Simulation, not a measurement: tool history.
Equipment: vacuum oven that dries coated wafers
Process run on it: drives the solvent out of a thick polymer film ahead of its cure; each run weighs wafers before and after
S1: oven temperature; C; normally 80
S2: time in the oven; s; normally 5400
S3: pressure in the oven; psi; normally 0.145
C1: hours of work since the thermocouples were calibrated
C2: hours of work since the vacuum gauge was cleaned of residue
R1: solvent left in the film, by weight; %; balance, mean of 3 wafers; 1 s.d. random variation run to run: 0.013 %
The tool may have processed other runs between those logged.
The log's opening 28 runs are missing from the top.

{"run": 29, "hour": 305.0, "S1": 65, "S2": 5820, "S3": 0.161, "C1": 209, "C2": 541, "R1": 5.45}
{"run": 30, "hour": 319.1, "S1": 80, "S2": 4080, "S3": 0.112, "C1": 220, "C2": 551, "R1": 2.95}
{"run": 31, "hour": 329.0, "S1": 92, "S2": 7920, "S3": 0.097, "C1": 227, "C2": 559, "R1": 0.32}
{"run": 32, "hour": 341.7, "S1": 92, "S2": 6480, "S3": 0.097, "C1": 237, "C2": 569, "R1": 0.37}
{"run": 33, "hour": 357.3, "S1": 92, "S2": 6480, "S3": 0.097, "C1": 249, "C2": 581, "R1": 0.39}
{"run": 34, "hour": 372.8, "S1": 87, "S2": 6600, "S3": 0.296, "C1": 261, "C2": 593, "R1": 1.08}
{"run": 35, "hour": 387.2, "S1": 87, "S2": 6600, "S3": 0.296, "C1": 272, "C2": 604, "R1": 1.08}
{"run": 36, "hour": 396.8, "S1": 81, "S2": 4200, "S3": 0.155, "C1": 280, "C2": 612, "R1": 2.72}
{"run": 37, "hour": 410.7, "S1": 84, "S2": 9600, "S3": 0.12, "C1": 291, "C2": 622, "R1": 0.56}
{"run": 38, "hour": 417.1, "S1": 69, "S2": 3900, "S3": 0.325, "C1": 296, "C2": 627, "R1": 6.67}
{"run": 39, "hour": 428.0, "S1": 86, "S2": 3900, "S3": 0.325, "C1": 304, "C2": 636, "R1": 2.39}
{"run": 40, "hour": 435.2, "S1": 80, "S2": 5820, "S3": 0.145, "C1": 310, "C2": 641, "R1": 1.77}
{"run": 41, "hour": 442.7, "S1": 80, "S2": 7920, "S3": 0.219, "C1": 315, "C2": 647, "R1": 1.32}
{"run": 42, "hour": 453.4, "S1": 80, "S2": 5400, "S3": 0.309, "C1": 324, "C2": 655, "R1": 2.47}
{"run": 43, "hour": 460.8, "S1": 90, "S2": 5400, "S3": 0.444, "C1": 329, "C2": 661, "R1": 1.36}
{"run": 44, "hour": 469.0, "S1": 90, "S2": 2760, "S3": 0.444, "C1": 336, "C2": 667, "R1": 2.98}
{"run": 45, "hour": 481.8, "S1": 90, "S2": 2760, "S3": 0.444, "C1": 346, "C2": 677, "R1": 3}
{"run": 46, "hour": 496.5, "S1": 89, "S2": 2700, "S3": 0.444, "C1": 357, "C2": 689, "R1": 3.27}
{"run": 47, "hour": 503.0, "S1": 79, "S2": 5400, "S3": 0.145, "C1": 362, "C2": 694, "R1": 2.21}

Consider 3 possible next runs. They are alternatives, not a sequence: every one starts from the tool as it was left by run 47. What does each give?
{"run": "A", "hour": 513.8, "S1": 91, "S2": 9360, "S3": 0.145, "C1": 370, "C2": 702, "R1": "?"}
{"run": "B", "hour": 513.8, "S1": 69, "S2": 3600, "S3": 0.45, "C1": 370, "C2": 702, "R1": "?"}
{"run": "C", "hour": 513.8, "S1": 80, "S2": 4320, "S3": 0.145, "C1": 370, "C2": 702, "R1": "?"}

run=A R1=0.41
run=B R1=7.4
run=C R1=2.79
With the hidden condition removed and each run's random variation left untouched, the same runs would have given:
run=A R1=0.32
run=B R1=7.3
run=C R1=2.7
